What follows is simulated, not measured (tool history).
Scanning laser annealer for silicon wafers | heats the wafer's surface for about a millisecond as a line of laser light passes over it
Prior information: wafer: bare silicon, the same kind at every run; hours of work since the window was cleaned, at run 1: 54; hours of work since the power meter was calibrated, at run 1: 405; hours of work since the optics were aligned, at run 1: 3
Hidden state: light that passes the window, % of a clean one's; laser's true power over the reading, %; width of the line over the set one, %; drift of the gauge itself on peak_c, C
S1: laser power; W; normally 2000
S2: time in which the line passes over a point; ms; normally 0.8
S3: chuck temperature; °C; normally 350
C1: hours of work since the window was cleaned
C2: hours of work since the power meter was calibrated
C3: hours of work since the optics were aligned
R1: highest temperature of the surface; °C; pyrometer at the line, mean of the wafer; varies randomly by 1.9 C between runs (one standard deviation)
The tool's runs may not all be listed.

Run 1, hour 0: usual settings; C1 54; C2 405; C3 3. Result: R1 1182 °C.
Run 2, hour 15.8: usual settings but S3 346 °C; C1 66; C2 417; C3 15. Result: R1 1179 °C.
Run 3, hour 35.6: usual settings but S3 346 °C; C1 81; C2 432; C3 30. Result: R1 1175 °C.
Run 4, hour 59.3: usual settings; C1 99; C2 450; C3 48. Result: R1 1180 °C.
Run 5, hour 88.5: usual settings but S3 380 °C; C1 121; C2 472; C3 70. Result: R1 1212 °C.
Run 6, hour 120.9: usual settings but S3 380 °C; C1 146; C2 497; C3 95. Result: R1 1205 °C.
Run 7, hour 145.9: usual settings but S3 380 °C; C1 165; C2 515; C3 114. Result: R1 1207 °C.
Run 8, hour 171.1: usual settings but S3 380 °C; C1 184; C2 535; C3 133. Result: R1 1203 °C.
Run 9, hour 194.1: usual settings but S1 2153 W; C1 201; C2 552; C3 150. Result: R1 1246 °C.
Run 10, hour 215.8: usual settings but S1 1870 W; C1 218; C2 569; C3 167. Result: R1 1112 °C.
Run 11, hour 247.6: usual settings but S1 1870 W; C1 242; C2 593; C3 191. Result: R1 1113 °C.
Run 12, hour 278.1: usual settings but S1 2153 W; C1 265; C2 616; C3 214. Result: R1 1237 °C.
Run 13, hour 293: usual settings; C1 277; C2 627; C3 225. Result: R1 1170 °C.
Run 14, hour 328.6: usual settings; C1 303; C2 654; C3 252. Result: R1 1167 °C.
Run 15, hour 361.6: usual settings but S2 0.947 ms; C1 329; C2 679; C3 277. Result: R1 1246 °C.
Run 16, hour 391.4: usual settings; C1 351; C2 702; C3 300. Result: R1 1162 °C.
Run 17, hour 415.2: usual settings; C1 369; C2 720; C3 318. Result: R1 1159 °C.
Run 18, hour 445.7: usual settings; C1 392; C2 743; C3 341. Result: R1 1164 °C.
Run 19, hour 473: usual settings; C1 413; C2 764; C3 362. Result: R1 1160 °C.
Run 20, hour 497.1: usual settings but S1 2171 W; C1 431; C2 782; C3 380. Result: R1 1239 °C.
Run 21, hour 513.9: usual settings but S1 2171 W, S2 0.784 ms; C1 444; C2 795; C3 393. Result: R1 1231 °C.
Run 22, hour 544: usual settings but S1 2067 W, S2 0.65 ms, S3 368 °C; C1 467; C2 817; C3 416. Result: R1 1118 °C.
Run 23, hour 577.5: usual settings but S1 2008 W, S2 0.983 ms, S3 380 °C; C1 492; C2 843; C3 441. Result: R1 1285 °C.
Run 24, hour 601.6: usual settings but S1 2008 W, S2 0.983 ms, S3 380 °C; C1 511; C2 861; C3 459. Result: R1 1284 °C.
Run 25, hour 627.7: usual settings but S1 2136 W, S2 0.569 ms, S3 334 °C; C1 530; C2 881; C3 479. Result: R1 1053 °C.
Run 26, hour 646.9: usual settings but S1 1869 W, S2 0.74 ms, S3 366 °C; C1 545; C2 895; C3 494. Result: R1 1082 °C.
Run 27, hour 666: usual settings but S1 1869 W, S2 0.74 ms, S3 366 °C; C1 559; C2 910; C3 508. Result: R1 1076 °C.
Run 28, hour 684.6: usual settings but S1 2165 W, S3 344 °C; C1 573; C2 924; C3 522. Result: R1 1219 °C.
Run 29, hour 703.9: usual settings but S1 1835 W, S3 380 °C; C1 588; C2 939; C3 537. Result: R1 1109 °C.
Run 30, hour 738.2: usual settings but S1 1972 W, S2 0.642 ms, S3 343 °C; C1 614; C2 965; C3 563. Result: R1 1041 °C.
Run 31, hour 760.8: usual settings but S1 2064 W, S2 0.785 ms, S3 353 °C; C1 631; C2 982; C3 580. Result: R1 1172 °C.
Run 32, hour 791.8: usual settings but S1 2013 W, S2 0.601 ms; C1 655; C2 1005; C3 603. Result: R1 1036 °C.
Run 33, hour 825.2: usual settings but S1 1921 W, S2 0.741 ms; C1 680; C2 1031; C3 629. Result: R1 1081 °C.
Run 34, hour 854.1: usual settings but S1 1921 W, S2 0.741 ms; C1 702; C2 1052; C3 651. Result: R1 1077 °C.
Run 35, hour 876.3: usual settings but S1 2189 W, S2 0.746 ms, S3 334 °C; C1 719; C2 1069; C3 668. Result: R1 1181 °C.
Run 36, hour 912.2: usual settings but S1 2147 W, S2 0.746 ms, S3 342 °C; C1 746; C2 1097; C3 695. Result: R1 1167 °C.
Run 37, hour 927.4: usual settings but S1 2070 W, S2 0.654 ms, S3 343 °C; C1 758; C2 1108; C3 706. Result: R1 1078 °C.
Run 38, hour 957: usual settings but S1 2033 W, S2 0.848 ms, S3 389 °C; C1 780; C2 1130; C3 729. Result: R1 1215 °C.
Run 39, hour 972.3: usual settings but S1 2033 W, S2 0.848 ms, S3 389 °C; C1 792; C2 1142; C3 740. Result: R1 1219 °C.
Run 40, hour 997.5: usual settings but S1 1751 W, S2 0.966 ms, S3 358 °C; C1 811; C2 1161; C3 759. Result: R1 1106 °C.
Run 41, hour 1014.5: usual settings but S1 2035 W, S2 0.73 ms, S3 349 °C; C1 824; C2 1174; C3 772. Result: R1 1109 °C.

Pick out some run-to-run changes in R1. Of each, how much would a tool without hidden state show as well, from the settings, what came in and chance, and how much is left for the hidden state and any gauge scatter not in both results compared?
Run 22 -> 23: S1 2067 -> 2008, S2 0.65 -> 0.983, S3 368 -> 380. R1 +167 °C: hidden state -6, all else +173.
Run 24 -> 25: S1 2008 -> 2136, S2 0.983 -> 0.569, S3 380 -> 334. R1 -231 °C: hidden state +5, all else -236.
Run 27 -> 28: S1 1869 -> 2165, S2 0.74 -> 0.8, S3 366 -> 344. R1 +143 °C: hidden state -8, all else +151.
Run 34 -> 35: S1 1921 -> 2189, S2 0.741 -> 0.746, S3 350 -> 334. R1 +104 °C: hidden state -8, all else +112.
Run 37 -> 38: S1 2070 -> 2033, S2 0.654 -> 0.848, S3 343 -> 389. R1 +137 °C: hidden state -8, all else +145.
